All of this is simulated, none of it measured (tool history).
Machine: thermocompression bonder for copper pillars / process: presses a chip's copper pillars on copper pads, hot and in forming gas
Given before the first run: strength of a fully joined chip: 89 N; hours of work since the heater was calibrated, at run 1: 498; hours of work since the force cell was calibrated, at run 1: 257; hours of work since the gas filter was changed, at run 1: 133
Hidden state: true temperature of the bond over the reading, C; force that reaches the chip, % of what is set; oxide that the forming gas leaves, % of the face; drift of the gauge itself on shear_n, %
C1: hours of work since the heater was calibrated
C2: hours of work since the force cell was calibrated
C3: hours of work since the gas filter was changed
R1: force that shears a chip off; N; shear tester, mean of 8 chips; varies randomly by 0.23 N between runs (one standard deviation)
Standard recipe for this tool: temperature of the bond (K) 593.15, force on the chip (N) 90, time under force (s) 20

{"run": 1, "hour": 0.0, "temperature of the bond (K)": 593.15, "force on the chip (N)": 90, "time under force (s)": 20, "C1": 498, "C2": 257, "C3": 133, "R1": 35.3}
{"run": 2, "hour": 50.6, "temperature of the bond (K)": 593.15, "force on the chip (N)": 90, "time under force (s)": 53, "C1": 522, "C2": 280, "C3": 156, "R1": 49.6}
{"hour": 82.0, "done": "heater calibrated with a thermocouple chip"}
{"run": 3, "hour": 108.7, "temperature of the bond (K)": 581.15, "force on the chip (N)": 90, "time under force (s)": 53, "C1": 12, "C2": 306, "C3": 182, "R1": 42.8}
{"run": 4, "hour": 180.1, "temperature of the bond (K)": 581.15, "force on the chip (N)": 90, "time under force (s)": 53, "C1": 45, "C2": 339, "C3": 215, "R1": 42.8}
{"run": 5, "hour": 214.9, "temperature of the bond (K)": 613.15, "force on the chip (N)": 90, "time under force (s)": 20, "C1": 61, "C2": 355, "C3": 231, "R1": 38.3}
{"run": 6, "hour": 272.2, "temperature of the bond (K)": 613.15, "force on the chip (N)": 90, "time under force (s)": 20, "C1": 88, "C2": 381, "C3": 257, "R1": 38.3}
{"run": 7, "hour": 336.6, "temperature of the bond (K)": 613.15, "force on the chip (N)": 104, "time under force (s)": 20, "C1": 117, "C2": 411, "C3": 287, "R1": 42.6}
{"run": 8, "hour": 386.4, "temperature of the bond (K)": 593.15, "force on the chip (N)": 70, "time under force (s)": 20, "C1": 140, "C2": 434, "C3": 310, "R1": 26.5}
{"run": 9, "hour": 432.5, "temperature of the bond (K)": 593.15, "force on the chip (N)": 70, "time under force (s)": 20, "C1": 162, "C2": 455, "C3": 331, "R1": 26.7}
{"hour": 463.6, "done": "forming gas filter changed"}
{"run": 10, "hour": 481.6, "temperature of the bond (K)": 593.15, "force on the chip (N)": 70, "time under force (s)": 20, "C1": 184, "C2": 477, "C3": 8, "R1": 28.6}
{"run": 11, "hour": 530.8, "temperature of the bond (K)": 593.15, "force on the chip (N)": 90, "time under force (s)": 20, "C1": 207, "C2": 500, "C3": 31, "R1": 33.5}
{"run": 12, "hour": 572.9, "temperature of the bond (K)": 593.15, "force on the chip (N)": 90, "time under force (s)": 20, "C1": 226, "C2": 520, "C3": 50, "R1": 34}
{"run": 13, "hour": 621.7, "temperature of the bond (K)": 593.15, "force on the chip (N)": 90, "time under force (s)": 20, "C1": 248, "C2": 542, "C3": 73, "R1": 34.5}
{"run": 14, "hour": 690.2, "temperature of the bond (K)": 593.15, "force on the chip (N)": 90, "time under force (s)": 20, "C1": 280, "C2": 574, "C3": 104, "R1": 33.7}
{"run": 15, "hour": 761.0, "temperature of the bond (K)": 593.15, "force on the chip (N)": 90, "time under force (s)": 20, "C1": 313, "C2": 606, "C3": 137, "R1": 34}
{"run": 16, "hour": 819.4, "temperature of the bond (K)": 607.15, "force on the chip (N)": 90, "time under force (s)": 20, "C1": 340, "C2": 633, "C3": 164, "R1": 37.6}
{"run": 17, "hour": 880.9, "temperature of the bond (K)": 607.15, "force on the chip (N)": 90, "time under force (s)": 20, "C1": 368, "C2": 661, "C3": 192, "R1": 37.6}
{"run": 18, "hour": 926.2, "temperature of the bond (K)": 593.15, "force on the chip (N)": 90, "time under force (s)": 20, "C1": 389, "C2": 682, "C3": 213, "R1": 33.3}
{"run": 19, "hour": 992.7, "temperature of the bond (K)": 593.15, "force on the chip (N)": 90, "time under force (s)": 20, "C1": 419, "C2": 713, "C3": 244, "R1": 33.1}
{"run": 20, "hour": 1060.4, "temperature of the bond (K)": 593.15, "force on the chip (N)": 90, "time under force (s)": 20, "C1": 451, "C2": 744, "C3": 275, "R1": 33.1}
{"run": 21, "hour": 1132.5, "temperature of the bond (K)": 602.15, "force on the chip (N)": 58, "time under force (s)": 43, "C1": 484, "C2": 777, "C3": 308, "R1": 34.5}
{"run": 22, "hour": 1168.5, "temperature of the bond (K)": 602.15, "force on the chip (N)": 58, "time under force (s)": 43, "C1": 501, "C2": 794, "C3": 325, "R1": 34.4}
{"hour": 1212.4, "done": "forming gas filter changed"}
{"run": 23, "hour": 1235.8, "temperature of the bond (K)": 603.15, "force on the chip (N)": 100, "time under force (s)": 20, "C1": 531, "C2": 825, "C3": 11, "R1": 40.4}
{"hour": 1244.1, "done": "heater calibrated with a thermocouple chip"}
{"run": 24, "hour": 1289.6, "temperature of the bond (K)": 587.15, "force on the chip (N)": 102, "time under force (s)": 32, "C1": 21, "C2": 849, "C3": 35, "R1": 41.5}
{"hour": 1294.9, "done": "force cell calibrated"}
{"run": 25, "hour": 1354.7, "temperature of the bond (K)": 619.15, "force on the chip (N)": 76, "time under force (s)": 41, "C1": 50, "C2": 28, "C3": 64, "R1": 45.1}
{"run": 26, "hour": 1415.8, "temperature of the bond (K)": 593.15, "force on the chip (N)": 63, "time under force (s)": 20, "C1": 78, "C2": 56, "C3": 92, "R1": 24.3}
{"run": 27, "hour": 1459.3, "temperature of the bond (K)": 593.15, "force on the chip (N)": 114, "time under force (s)": 45, "C1": 98, "C2": 76, "C3": 112, "R1": 50}
{"run": 28, "hour": 1500.1, "temperature of the bond (K)": 593.15, "force on the chip (N)": 94, "time under force (s)": 53, "C1": 117, "C2": 95, "C3": 131, "R1": 46.8}
{"run": 29, "hour": 1534.0, "temperature of the bond (K)": 593.15, "force on the chip (N)": 94, "time under force (s)": 53, "C1": 133, "C2": 110, "C3": 147, "R1": 46.3}
{"hour": 1570.2, "done": "force cell calibrated, once more"}
{"run": 30, "hour": 1577.6, "temperature of the bond (K)": 599.15, "force on the chip (N)": 71, "time under force (s)": 20, "C1": 152, "C2": 3, "C3": 166, "R1": 30.5}
{"run": 31, "hour": 1633.3, "temperature of the bond (K)": 599.15, "force on the chip (N)": 71, "time under force (s)": 20, "C1": 178, "C2": 29, "C3": 192, "R1": 30.3}
{"run": 32, "hour": 1680.4, "temperature of the bond (K)": 599.15, "force on the chip (N)": 71, "time under force (s)": 20, "C1": 200, "C2": 51, "C3": 213, "R1": 30.3}
{"run": 33, "hour": 1729.1, "temperature of the bond (K)": 599.15, "force on the chip (N)": 71, "time under force (s)": 20, "C1": 222, "C2": 73, "C3": 236, "R1": 30.3}
{"run": 34, "hour": 1774.0, "temperature of the bond (K)": 601.15, "force on the chip (N)": 90, "time under force (s)": 20, "C1": 243, "C2": 94, "C3": 256, "R1": 36.6}
{"run": 35, "hour": 1840.6, "temperature of the bond (K)": 596.15, "force on the chip (N)": 92, "time under force (s)": 20, "C1": 274, "C2": 125, "C3": 287, "R1": 35.4}
{"run": 36, "hour": 1875.7, "temperature of the bond (K)": 576.15, "force on the chip (N)": 86, "time under force (s)": 21, "C1": 290, "C2": 141, "C3": 303, "R1": 28.8}
{"run": 37, "hour": 1948.4, "temperature of the bond (K)": 576.15, "force on the chip (N)": 86, "time under force (s)": 21, "C1": 323, "C2": 174, "C3": 337, "R1": 28.3}
{"hour": 1968.0, "done": "forming gas filter changed"}
{"run": 38, "hour": 2013.5, "temperature of the bond (K)": 576.15, "force on the chip (N)": 86, "time under force (s)": 21, "C1": 353, "C2": 204, "C3": 21, "R1": 30.2}
{"run": 39, "hour": 2070.2, "temperature of the bond (K)": 620.15, "force on the chip (N)": 71, "time under force (s)": 20, "C1": 379, "C2": 230, "C3": 47, "R1": 37.1}

Results for each run, recomputed without the tool's hidden state and with each run's random variation untouched:
run=1 R1=35.1
run=2 R1=49.6
run=3 R1=45.3
run=4 R1=45.3
run=5 R1=40.7
run=6 R1=40.8
run=7 R1=45.5
run=8 R1=28.6
run=9 R1=28.8
run=10 R1=29.3
run=11 R1=34.4
run=12 R1=34.9
run=13 R1=35.5
run=14 R1=34.9
run=15 R1=35.2
run=16 R1=39.2
run=17 R1=39.3
run=18 R1=34.9
run=19 R1=34.8
run=20 R1=35
run=21 R1=36.5
run=22 R1=36.5
run=23 R1=40.8
run=24 R1=43.6
run=25 R1=48.7
run=26 R1=26.7
run=27 R1=54
run=28 R1=50.8
run=29 R1=50.3
run=30 R1=30.9
run=31 R1=30.8
run=32 R1=30.8
run=33 R1=30.9
run=34 R1=37.5
run=35 R1=36.4
run=36 R1=29.5
run=37 R1=29.2
run=38 R1=29.6
run=39 R1=36.8

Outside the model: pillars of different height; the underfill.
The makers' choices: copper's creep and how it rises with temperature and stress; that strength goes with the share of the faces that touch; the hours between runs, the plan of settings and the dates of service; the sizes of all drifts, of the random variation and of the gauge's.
